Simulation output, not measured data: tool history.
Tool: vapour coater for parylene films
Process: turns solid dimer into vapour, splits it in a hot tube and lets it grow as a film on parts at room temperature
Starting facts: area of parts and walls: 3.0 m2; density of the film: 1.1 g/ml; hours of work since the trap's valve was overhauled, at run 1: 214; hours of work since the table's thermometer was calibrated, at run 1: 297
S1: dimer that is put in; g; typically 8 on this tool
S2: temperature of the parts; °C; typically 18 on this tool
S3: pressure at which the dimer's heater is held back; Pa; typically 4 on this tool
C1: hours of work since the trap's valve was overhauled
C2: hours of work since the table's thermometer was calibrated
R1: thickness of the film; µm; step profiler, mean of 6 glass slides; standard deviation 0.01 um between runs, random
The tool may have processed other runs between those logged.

run 1 day=0 | S1=8 S2=18 S3=4 | C1=214 C2=297 | R1=1.15
run 2 day=0.808 | S1=8 S2=18 S3=4 | C1=229 C2=313 | R1=1.15
run 3 day=1.517 | S1=8 S2=18 S3=4 | C1=243 C2=327 | R1=1.12
run 4 day=2.383 | S1=4 S2=18 S3=4 | C1=260 C2=343 | R1=0.56
run 5 day=2.975 | S1=4 S2=18 S3=4 | C1=271 C2=355 | R1=0.56
run 6 day=3.467 | S1=8 S2=18 S3=4 | C1=281 C2=364 | R1=1.12
run 7 day=4.196 | S1=8 S2=18 S3=4 | C1=295 C2=378 | R1=1.11
run 8 day=4.608 | S1=8 S2=18 S3=4 | C1=303 C2=386 | R1=1.1
run 9 day=5.058 | S1=8 S2=18 S3=4 | C1=311 C2=395 | R1=1.08
run 10 day=5.533 | S1=8 S2=22 S3=4 | C1=320 C2=404 | R1=1.01
run 11 day=5.967 | S1=8 S2=22 S3=4 | C1=329 C2=412 | R1=1.02
run 12 day=6.808 | S1=8 S2=18 S3=4 | C1=345 C2=429 | R1=1.09
-- day=7.304 trap's valve overhauled
run 13 day=7.671 | S1=8 S2=18 S3=4 | C1=7 C2=442 | R1=1.23
run 14 day=8.271 | S1=8 S2=18 S3=10.34 | C1=19 C2=454 | R1=1.08
run 15 day=9.012 | S1=11 S2=18 S3=4 | C1=33 C2=468 | R1=1.7
run 16 day=9.625 | S1=11 S2=18 S3=4 | C1=45 C2=480 | R1=1.67
run 17 day=10.458 | S1=11 S2=18 S3=4 | C1=61 C2=496 | R1=1.67
run 18 day=11.046 | S1=11 S2=18 S3=4 | C1=72 C2=507 | R1=1.66
run 19 day=11.692 | S1=8 S2=18 S3=4 | C1=85 C2=520 | R1=1.21
run 20 day=12.458 | S1=8 S2=18 S3=4 | C1=99 C2=534 | R1=1.19
run 21 day=13.317 | S1=8 S2=18 S3=4 | C1=116 C2=551 | R1=1.19
run 22 day=13.767 | S1=8 S2=18 S3=4 | C1=125 C2=560 | R1=1.18
run 23 day=14.321 | S1=8 S2=15 S3=4 | C1=135 C2=570 | R1=1.25
run 24 day=15.104 | S1=8 S2=15 S3=4 | C1=151 C2=585 | R1=1.26
run 25 day=15.892 | S1=8 S2=15 S3=4 | C1=166 C2=601 | R1=1.22
run 26 day=16.25 | S1=8 S2=11 S3=5.14 | C1=173 C2=608 | R1=1.27
run 27 day=17.025 | S1=12 S2=17 S3=5.09 | C1=188 C2=622 | R1=1.68
run 28 day=17.729 | S1=5 S2=17 S3=5.09 | C1=201 C2=636 | R1=0.7
run 29 day=18.392 | S1=5 S2=17 S3=5.09 | C1=214 C2=649 | R1=0.69
run 30 day=19.058 | S1=11 S2=24 S3=3.56 | C1=227 C2=662 | R1=1.39
run 31 day=19.596 | S1=11 S2=24 S3=3.56 | C1=237 C2=672 | R1=1.41
run 32 day=20.183 | S1=8 S2=18 S3=9.62 | C1=248 C2=683 | R1=0.98
run 33 day=20.817 | S1=7 S2=13 S3=7.82 | C1=261 C2=696 | R1=0.99
run 34 day=21.171 | S1=8 S2=10 S3=4 | C1=268 C2=702 | R1=1.31
run 35 day=21.608 | S1=8 S2=10 S3=4 | C1=276 C2=711 | R1=1.31
run 36 day=22.346 | S1=8 S2=10 S3=4 | C1=290 C2=725 | R1=1.28
run 37 day=22.75 | S1=4 S2=12 S3=4.94 | C1=298 C2=733 | R1=0.59
run 38 day=23.242 | S1=4 S2=10 S3=2.73 | C1=307 C2=742 | R1=0.66
run 39 day=23.867 | S1=4 S2=24 S3=6.62 | C1=320 C2=754 | R1=0.46
run 40 day=24.388 | S1=13 S2=18 S3=4 | C1=330 C2=765 | R1=1.76
run 41 day=24.933 | S1=13 S2=18 S3=4 | C1=340 C2=775 | R1=1.77
-- day=25.692 trap's valve overhauled
run 42 day=25.717 | S1=6 S2=11 S3=8.79 | C1=0 C2=787 | R1=0.94
run 43 day=26.188 | S1=7 S2=19 S3=4.5 | C1=10 C2=796 | R1=1.02
run 44 day=26.667 | S1=7 S2=19 S3=4.5 | C1=19 C2=805 | R1=1.03
run 45 day=27.346 | S1=7 S2=12 S3=2.51 | C1=32 C2=818 | R1=1.29

Each row is a separate what-if for the run after 45, all from the same tool condition, not one after another. Results?
run A day=27.762 | S1=8 S2=18 S3=2.57 | C1=40 C2=826 | R1=?
run B day=27.762 | S1=13 S2=18 S3=2.08 | C1=40 C2=826 | R1=?
run C day=27.762 | S1=6 S2=16 S3=2.51 | C1=40 C2=826 | R1=?

run=A R1=1.3
run=B R1=2.15
run=C R1=1.02
Without the tool's unlogged condition, the same runs would have read:
run=A R1=1.35
run=B R1=2.24
run=C R1=1.06
